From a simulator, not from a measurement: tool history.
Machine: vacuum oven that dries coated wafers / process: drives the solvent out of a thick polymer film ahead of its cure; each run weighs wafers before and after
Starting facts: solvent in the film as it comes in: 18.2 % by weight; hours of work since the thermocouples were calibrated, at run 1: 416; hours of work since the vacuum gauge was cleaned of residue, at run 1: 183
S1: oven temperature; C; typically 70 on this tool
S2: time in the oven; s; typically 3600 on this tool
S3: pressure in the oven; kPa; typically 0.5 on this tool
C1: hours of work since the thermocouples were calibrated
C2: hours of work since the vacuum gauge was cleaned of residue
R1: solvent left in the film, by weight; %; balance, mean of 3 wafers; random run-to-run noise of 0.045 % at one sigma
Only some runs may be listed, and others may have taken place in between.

{"run": 1, "hour": 0.0, "S1": 70, "S2": 3600, "S3": 0.5, "C1": 416, "C2": 183, "R1": 2.39}
{"run": 2, "hour": 42.0, "S1": 70, "S2": 3600, "S3": 0.5, "C1": 440, "C2": 208, "R1": 2.36}
{"run": 3, "hour": 89.7, "S1": 70, "S2": 3540, "S3": 0.5, "C1": 468, "C2": 235, "R1": 2.36}
{"run": 4, "hour": 119.6, "S1": 70, "S2": 3540, "S3": 0.5, "C1": 485, "C2": 253, "R1": 2.45}
{"run": 5, "hour": 152.3, "S1": 70, "S2": 3600, "S3": 0.585, "C1": 504, "C2": 272, "R1": 2.42}
{"run": 6, "hour": 185.1, "S1": 70, "S2": 3600, "S3": 0.5, "C1": 523, "C2": 291, "R1": 2.41}
{"run": 7, "hour": 233.2, "S1": 70, "S2": 3720, "S3": 0.5, "C1": 551, "C2": 318, "R1": 2.31}
{"run": 8, "hour": 292.6, "S1": 70, "S2": 3900, "S3": 0.5, "C1": 586, "C2": 353, "R1": 2.16}
{"run": 9, "hour": 344.7, "S1": 64, "S2": 3600, "S3": 0.5, "C1": 616, "C2": 383, "R1": 3.68}
{"run": 10, "hour": 369.4, "S1": 64, "S2": 3600, "S3": 0.5, "C1": 630, "C2": 397, "R1": 3.71}
{"run": 11, "hour": 400.8, "S1": 70, "S2": 3600, "S3": 0.5, "C1": 648, "C2": 416, "R1": 2.39}
{"run": 12, "hour": 428.3, "S1": 70, "S2": 6000, "S3": 0.5, "C1": 664, "C2": 431, "R1": 1.12}
{"run": 13, "hour": 462.3, "S1": 70, "S2": 3600, "S3": 0.5, "C1": 684, "C2": 451, "R1": 2.51}
{"hour": 469.4, "done": "oven's thermocouples calibrated"}
{"run": 14, "hour": 501.0, "S1": 70, "S2": 3600, "S3": 0.5, "C1": 18, "C2": 472, "R1": 2.44}
{"run": 15, "hour": 556.0, "S1": 70, "S2": 3600, "S3": 0.5, "C1": 50, "C2": 504, "R1": 2.43}
{"run": 16, "hour": 607.5, "S1": 70, "S2": 3600, "S3": 0.5, "C1": 80, "C2": 534, "R1": 2.58}
{"run": 17, "hour": 665.2, "S1": 70, "S2": 3600, "S3": 0.5, "C1": 113, "C2": 568, "R1": 2.49}
{"run": 18, "hour": 692.4, "S1": 70, "S2": 3600, "S3": 0.5, "C1": 129, "C2": 583, "R1": 2.6}
{"run": 19, "hour": 718.6, "S1": 70, "S2": 3600, "S3": 0.5, "C1": 144, "C2": 598, "R1": 2.54}
{"run": 20, "hour": 769.2, "S1": 82, "S2": 5400, "S3": 0.299, "C1": 174, "C2": 628, "R1": 0.46}
{"run": 21, "hour": 805.8, "S1": 82, "S2": 5400, "S3": 0.299, "C1": 195, "C2": 649, "R1": 0.39}
{"hour": 830.6, "done": "oven's thermocouples calibrated, once more"}
{"run": 22, "hour": 859.1, "S1": 82, "S2": 5400, "S3": 0.299, "C1": 17, "C2": 679, "R1": 0.3}
{"run": 23, "hour": 906.1, "S1": 70, "S2": 2340, "S3": 1.428, "C1": 44, "C2": 706, "R1": 4.89}
{"run": 24, "hour": 945.2, "S1": 70, "S2": 2340, "S3": 1.428, "C1": 66, "C2": 729, "R1": 4.9}
{"run": 25, "hour": 972.9, "S1": 67, "S2": 3180, "S3": 0.658, "C1": 82, "C2": 745, "R1": 3.7}
{"run": 26, "hour": 1023.7, "S1": 67, "S2": 3720, "S3": 1.251, "C1": 112, "C2": 774, "R1": 3.51}
{"run": 27, "hour": 1052.1, "S1": 70, "S2": 3600, "S3": 1.367, "C1": 128, "C2": 790, "R1": 3.12}
{"run": 28, "hour": 1110.7, "S1": 82, "S2": 5220, "S3": 0.287, "C1": 162, "C2": 824, "R1": 0.34}
{"run": 29, "hour": 1170.0, "S1": 80, "S2": 2100, "S3": 0.5, "C1": 197, "C2": 859, "R1": 2.66}
{"run": 30, "hour": 1207.2, "S1": 80, "S2": 3240, "S3": 0.52, "C1": 218, "C2": 880, "R1": 1.26}
{"run": 31, "hour": 1237.2, "S1": 66, "S2": 2940, "S3": 0.568, "C1": 236, "C2": 898, "R1": 4.25}
{"run": 32, "hour": 1273.7, "S1": 66, "S2": 2940, "S3": 0.568, "C1": 257, "C2": 919, "R1": 4.38}
{"run": 33, "hour": 1310.4, "S1": 58, "S2": 5820, "S3": 1.243, "C1": 278, "C2": 940, "R1": 4.17}
{"run": 34, "hour": 1366.1, "S1": 61, "S2": 1980, "S3": 0.5, "C1": 310, "C2": 972, "R1": 7.59}
{"run": 35, "hour": 1416.1, "S1": 66, "S2": 3900, "S3": 1.326, "C1": 339, "C2": 1001, "R1": 3.84}
{"run": 36, "hour": 1442.9, "S1": 66, "S2": 3900, "S3": 1.326, "C1": 355, "C2": 1017, "R1": 3.73}

For some of the steps in R1 from one run to the next: how much would appear even if the tool had no hidden state, given the settings, what came in and random variation, and how much remains for the hidden state plus any gauge scatter that the measured result and the result without hidden state don't share?
Hidden state at play: true wafer temperature over the reading, C; true pressure over the reading, kPa; drift of the gauge itself on solvent_pct, %.
Run 19 -> 20: S1 70 -> 82, S2 3600 -> 5400, S3 0.5 -> 0.299. R1 -2.08 %: hidden state -0.2, all else -1.88.
Run 22 -> 23: S1 82 -> 70, S2 5400 -> 2340, S3 0.299 -> 1.428. R1 +4.59 %: hidden state +0.04, all else +4.55.
Run 32 -> 33: S1 66 -> 58, S2 2940 -> 5820, S3 0.568 -> 1.243. R1 -0.21 %: hidden state +0.15, all else -0.36.
Run 33 -> 34: S1 58 -> 61, S2 5820 -> 1980, S3 1.243 -> 0.5. R1 +3.42 %: hidden state -0.13, all else +3.55.
Run 34 -> 35: S1 61 -> 66, S2 1980 -> 3900, S3 0.5 -> 1.326. R1 -3.75 %: hidden state +0.04, all else -3.79.
